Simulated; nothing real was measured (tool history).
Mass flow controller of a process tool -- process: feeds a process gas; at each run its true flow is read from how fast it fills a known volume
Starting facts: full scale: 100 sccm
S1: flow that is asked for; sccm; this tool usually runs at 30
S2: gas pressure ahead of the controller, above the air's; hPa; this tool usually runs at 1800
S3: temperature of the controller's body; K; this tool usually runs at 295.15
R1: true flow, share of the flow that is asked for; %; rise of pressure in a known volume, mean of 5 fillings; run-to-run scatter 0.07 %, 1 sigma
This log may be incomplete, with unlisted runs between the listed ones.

Run 1, day 0.000: usual settings. Result: R1 97.92 %.
Run 2, day 3.233: usual settings. Result: R1 97.86 %.
Run 3, day 5.479: usual settings. Result: R1 97.87 %.
Run 4, day 9.542: usual settings but S2 1780 hPa. Result: R1 97.86 %.
Run 5, day 12.304: usual settings but S2 1780 hPa. Result: R1 97.97 %.
Run 6, day 14.879: usual settings but S2 1780 hPa. Result: R1 97.80 %.
Run 7, day 19.271: usual settings but S2 1780 hPa. Result: R1 97.82 %.
Run 8, day 22.550: usual settings but S2 1780 hPa. Result: R1 97.80 %.
Run 9, day 25.675: usual settings but S2 1780 hPa. Result: R1 97.78 %.
Run 10, day 30.679: usual settings but S2 1780 hPa. Result: R1 97.75 %.
Run 11, day 33.879: usual settings but S2 1780 hPa. Result: R1 97.69 %.
Run 12, day 37.838: usual settings. Result: R1 97.72 %.
Run 13, day 41.112: usual settings but S3 294.15 K. Result: R1 97.63 %.
Run 14, day 44.088: usual settings. Result: R1 97.59 %.
Run 15, day 47.483: usual settings. Result: R1 97.57 %.
Run 16, day 51.738: usual settings but S1 82 sccm. Result: R1 99.03 %.
Run 17, day 54.688: usual settings but S1 17 sccm. Result: R1 97.07 %.
Run 18, day 57.946: usual settings. Result: R1 97.50 %.
Run 19, day 61.942: usual settings. Result: R1 97.37 %.
Run 20, day 65.108: usual settings. Result: R1 97.38 %.
Run 21, day 67.404: usual settings but S2 2350 hPa. Result: R1 97.31 %.
Run 22, day 70.083: usual settings but S3 304.15 K. Result: R1 96.81 %.
Run 23, day 74.742: usual settings but S1 21 sccm. Result: R1 97.07 %.
Run 24, day 79.479: usual settings but S2 1690 hPa. Result: R1 97.23 %.
Run 25, day 82.204: usual settings but S2 1690 hPa. Result: R1 97.32 %.
Run 26, day 84.717: usual settings but S2 2340 hPa. Result: R1 97.05 %.
Run 27, day 88.983: usual settings but S1 63 sccm, S2 2000 hPa. Result: R1 98.04 %.
Run 28, day 92.621: usual settings but S1 31 sccm, S2 1730 hPa, S3 301.15 K. Result: R1 96.83 %.
Run 29, day 95.175: usual settings but S1 41 sccm, S2 1730 hPa, S3 301.15 K. Result: R1 97.08 %.
Run 30, day 98.421: usual settings but S1 56 sccm, S2 2070 hPa. Result: R1 97.75 %.
Run 31, day 103.396: usual settings but S1 91 sccm, S2 2070 hPa. Result: R1 98.84 %.
Run 32, day 106.704: usual settings but S1 38 sccm, S2 2430 hPa, S3 296.15 K. Result: R1 97.06 %.
Run 33, day 109.162: usual settings but S1 21 sccm, S2 1710 hPa, S3 312.15 K. Result: R1 95.58 %.
Run 34, day 113.096: usual settings but S1 70 sccm, S2 1710 hPa, S3 301.15 K. Result: R1 97.84 %.
Run 35, day 115.779: usual settings but S1 70 sccm, S2 1620 hPa, S3 307.15 K. Result: R1 97.47 %.
Run 36, day 119.875: usual settings but S1 72 sccm, S2 1450 hPa. Result: R1 98.26 %.
Run 37, day 124.733: usual settings but S1 72 sccm, S2 1450 hPa. Result: R1 98.20 %.
Run 38, day 128.188: usual settings but S2 1950 hPa, S3 312.15 K. Result: R1 95.68 %.
Run 39, day 132.025: usual settings but S1 34 sccm, S3 311.15 K. Result: R1 95.94 %.
Run 40, day 135.371: usual settings but S1 25 sccm, S2 1970 hPa, S3 298.15 K. Result: R1 96.32 %.
Run 41, day 140.317: usual settings but S1 73 sccm, S2 2020 hPa, S3 306.15 K. Result: R1 97.20 %.
At day 141.529: gauge calibrated.
Run 42, day 143.804: usual settings but S1 73 sccm, S2 2020 hPa, S3 306.15 K. Result: R1 98.47 %.
Run 43, day 147.279: usual settings but S1 64 sccm, S2 2550 hPa, S3 306.15 K. Result: R1 98.23 %.
Run 44, day 151.042: usual settings but S1 19 sccm, S2 2310 hPa, S3 301.15 K. Result: R1 97.19 %.
Run 45, day 155.521: usual settings but S1 19 sccm, S2 2310 hPa, S3 301.15 K. Result: R1 97.18 %.
Run 46, day 160.242: usual settings but S3 301.15 K. Result: R1 97.58 %.
Run 47, day 165.692: usual settings but S1 11 sccm, S3 311.15 K. Result: R1 96.23 %.
Run 48, day 168.342: usual settings but S1 11 sccm, S2 2330 hPa, S3 296.15 K. Result: R1 97.04 %.

What if the next run were any one of these 3? Each begins from the tool's condition after run 48:
Run A, day 173.783: usual settings but S1 27 sccm, S3 308.15 K. Result: R1 ?.
Run B, day 173.783: usual settings but S1 61 sccm, S2 2630 hPa, S3 304.15 K. Result: R1 ?.
Run C, day 173.783: usual settings but S1 11 sccm, S2 2330 hPa, S3 309.15 K. Result: R1 ?.

run     R1
  A  96.79
  B  98.00
  C  96.07
With no hidden state in the tool, these same runs would have given:
run     R1
  A  97.09
  B  98.30
  C  96.37

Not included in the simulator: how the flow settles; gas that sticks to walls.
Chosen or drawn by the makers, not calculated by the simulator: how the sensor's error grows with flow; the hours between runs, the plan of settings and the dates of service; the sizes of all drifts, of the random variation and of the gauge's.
